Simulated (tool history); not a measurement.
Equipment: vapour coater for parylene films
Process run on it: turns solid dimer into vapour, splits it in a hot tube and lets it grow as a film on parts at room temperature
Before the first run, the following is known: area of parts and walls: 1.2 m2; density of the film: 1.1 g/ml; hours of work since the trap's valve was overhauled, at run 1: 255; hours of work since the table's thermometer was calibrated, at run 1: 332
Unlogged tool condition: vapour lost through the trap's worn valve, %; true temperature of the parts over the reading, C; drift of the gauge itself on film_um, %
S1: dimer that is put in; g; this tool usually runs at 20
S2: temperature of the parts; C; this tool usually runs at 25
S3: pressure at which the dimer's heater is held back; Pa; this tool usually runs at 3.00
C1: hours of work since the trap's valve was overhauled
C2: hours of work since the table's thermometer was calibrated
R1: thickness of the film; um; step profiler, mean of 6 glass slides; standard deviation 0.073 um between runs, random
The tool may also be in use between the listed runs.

run,hour,S1,S2,S3,C1,C2,R1
1,0.0,20,25,3.00,255,332,7.98
2,19.6,20,25,3.00,269,345,7.81
3,33.3,20,25,3.00,279,355,7.82
4,52.0,20,33,3.00,292,368,6.30
5,66.2,20,25,3.33,302,378,7.65
6,76.7,20,25,3.00,309,386,7.72
# hour 97.6: trap's valve overhauled
7,103.2,20,25,3.00,4,401,8.68
8,125.6,20,25,3.00,20,417,8.48
9,135.1,25,25,3.00,26,424,10.87
10,151.8,20,36,3.00,38,436,6.38
11,167.8,20,36,3.00,49,447,6.35
12,180.3,20,36,3.00,58,456,6.41
# hour 182.9: table's thermometer calibrated
13,196.8,8,25,3.00,69,10,3.42
14,214.0,20,32,3.00,81,22,6.98
15,227.3,20,25,3.00,91,31,8.54
# hour 241.3: table's thermometer calibrated, once more
16,243.6,20,25,3.00,101,2,8.51
17,256.3,20,25,3.00,110,11,8.40
18,268.9,13,25,3.00,119,19,5.43
19,287.3,32,24,4.50,132,32,13.40
20,304.2,32,24,4.50,144,44,13.39
21,324.0,32,24,4.50,158,58,13.25
22,343.4,15,25,11.22,172,72,5.73
23,355.0,20,27,3.00,180,80,7.82
24,371.0,20,27,3.00,191,91,7.74
25,393.0,11,35,3.00,207,107,3.46
26,411.1,18,28,9.57,219,120,6.41
27,429.5,14,19,3.13,232,133,6.52
28,452.3,14,26,4.96,248,149,5.37
29,471.5,19,18,3.00,262,162,8.95

Estimate the outcome of run 30 from the log above:
30,493.5,10,25,8.07,277,178,?

R1: 3.67 um
Without the tool's hidden state the same run would have given R1 4.09 um.
